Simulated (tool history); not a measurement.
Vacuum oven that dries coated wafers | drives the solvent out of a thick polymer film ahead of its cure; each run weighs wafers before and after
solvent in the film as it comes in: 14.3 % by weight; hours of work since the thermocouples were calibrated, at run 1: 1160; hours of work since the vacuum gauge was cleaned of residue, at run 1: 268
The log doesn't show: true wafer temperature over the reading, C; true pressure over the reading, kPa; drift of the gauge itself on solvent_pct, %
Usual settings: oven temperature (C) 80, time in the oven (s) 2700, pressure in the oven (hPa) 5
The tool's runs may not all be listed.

| run | hour | oven temperature (C) | time in the oven (s) | pressure in the oven (hPa) | hours of work since the thermocouples were calibrated | hours of work since the vacuum gauge was cleaned of residue | solvent left in the film (%) |
|---|---|---|---|---|---|---|---|
| 1 | 0 | 80 | 2700 | 5 | 1160 | 268 | 1.05 |
| 2 | 19.3 | 84 | 2700 | 5 | 1171 | 279 | 0.66 |
| 3 | 50.8 | 84 | 2700 | 5 | 1188 | 296 | 0.58 |
| 4 | 86 | 84 | 2700 | 5 | 1208 | 316 | 0.67 |
| 5 | 115.4 | 80 | 2700 | 5 | 1224 | 332 | 1.05 |
| 6 | 139.3 | 80 | 1740 | 5 | 1237 | 345 | 2.09 |
| 7 | 158.7 | 80 | 1740 | 5 | 1248 | 356 | 2.17 |
| 8 | 185.1 | 80 | 1740 | 5 | 1262 | 370 | 2.1 |
| 9 | 212.5 | 82 | 1740 | 5 | 1277 | 385 | 1.69 |
|  | 217.8 | oven's thermocouples calibrated |
| 10 | 242.8 | 80 | 2700 | 5 | 14 | 401 | 1.19 |
| 11 | 267.9 | 80 | 2700 | 5 | 28 | 415 | 1.06 |
| 12 | 297.8 | 80 | 2700 | 5 | 44 | 431 | 1.22 |
| 13 | 320.3 | 80 | 2700 | 5 | 56 | 444 | 1.09 |
| 14 | 355 | 80 | 2700 | 7.81 | 75 | 463 | 1.43 |
| 15 | 371.6 | 80 | 2700 | 3.56 | 85 | 472 | 1.03 |
| 16 | 400 | 80 | 2700 | 3.56 | 100 | 487 | 1.01 |
| 17 | 428 | 80 | 2700 | 3.56 | 116 | 503 | 1.06 |
| 18 | 449.1 | 80 | 2700 | 3.56 | 127 | 515 | 1.03 |
| 19 | 464.4 | 80 | 2700 | 15.92 | 136 | 523 | 2.03 |
| 20 | 479 | 80 | 2700 | 15.92 | 144 | 531 | 1.94 |
| 21 | 513.2 | 80 | 2700 | 15.92 | 163 | 550 | 2.12 |
| 22 | 536.9 | 80 | 2700 | 15.92 | 176 | 563 | 1.99 |
| 23 | 552.6 | 80 | 2700 | 15.92 | 184 | 571 | 2 |
| 24 | 584.4 | 80 | 1680 | 12.28 | 202 | 589 | 2.97 |
| 25 | 602.6 | 80 | 4080 | 4.68 | 212 | 599 | 0.69 |
| 26 | 630.6 | 76 | 2880 | 7.47 | 227 | 614 | 2.07 |
| 27 | 663.2 | 76 | 2880 | 7.47 | 245 | 632 | 1.98 |
| 28 | 697.9 | 80 | 2100 | 12.66 | 264 | 651 | 2.3 |
| 29 | 715 | 69 | 2940 | 3.68 | 274 | 661 | 3.41 |
| 30 | 747.8 | 89 | 4140 | 5 | 292 | 679 | 0.47 |
| 31 | 775.6 | 66 | 2700 | 3.92 | 307 | 694 | 4.89 |
| 32 | 803 | 77 | 1380 | 17.29 | 322 | 709 | 4.77 |
| 33 | 819.3 | 74 | 2700 | 3.38 | 331 | 718 | 2.21 |
| 34 | 854.9 | 80 | 4500 | 7.22 | 351 | 738 | 0.85 |
| 35 | 872.5 | 93 | 3000 | 5 | 360 | 748 | 0.43 |
| 36 | 897.5 | 93 | 3000 | 5 | 374 | 761 | 0.38 |
| 37 | 922.3 | 74 | 1680 | 2.58 | 388 | 775 | 3.87 |
| 38 | 936.9 | 90 | 2700 | 6.23 | 396 | 783 | 0.5 |
| 39 | 954.6 | 70 | 3840 | 5 | 406 | 793 | 2.55 |
| 40 | 989.6 | 70 | 3840 | 5 | 425 | 812 | 2.47 |
| 41 | 1009.2 | 70 | 3840 | 5 | 436 | 823 | 2.4 |
| 42 | 1025.5 | 70 | 3840 | 5 | 445 | 832 | 2.49 |
| 43 | 1044.4 | 88 | 2700 | 3.64 | 455 | 842 | 0.45 |
| 44 | 1061.2 | 88 | 4680 | 14.72 | 464 | 851 | 1.09 |

Measured less the same run without the tool's hidden state. The same run-to-run variation is in both; the gauge's scatter may not be:
| run | solvent left in the film (%) |
|---|---|
| 1 | -0.08 |
| 2 | -0.02 |
| 3 | -0.02 |
| 4 | -0.01 |
| 5 | -0.07 |
| 6 | -0.18 |
| 7 | -0.18 |
| 8 | -0.18 |
| 9 | -0.15 |
| 10 | +0.02 |
| 11 | +0.03 |
| 12 | +0.03 |
| 13 | +0.03 |
| 14 | +0.03 |
| 15 | +0.03 |
| 16 | +0.05 |
| 17 | +0.05 |
| 18 | +0.04 |
| 19 | +0.03 |
| 20 | +0.03 |
| 21 | +0.03 |
| 22 | +0.03 |
| 23 | +0.04 |
| 24 | -0.05 |
| 25 | +0.14 |
| 26 | +0.04 |
| 27 | +0.03 |
| 28 | +0.01 |
| 29 | +0 |
| 30 | +0.14 |
| 31 | -0.01 |
| 32 | -0.08 |
| 33 | +0.02 |
| 34 | +0.17 |
| 35 | +0.13 |
| 36 | +0.13 |
| 37 | -0.05 |
| 38 | +0.14 |
| 39 | +0.09 |
| 40 | +0.09 |
| 41 | +0.1 |
| 42 | +0.1 |
| 43 | +0.16 |
| 44 | +0.16 |
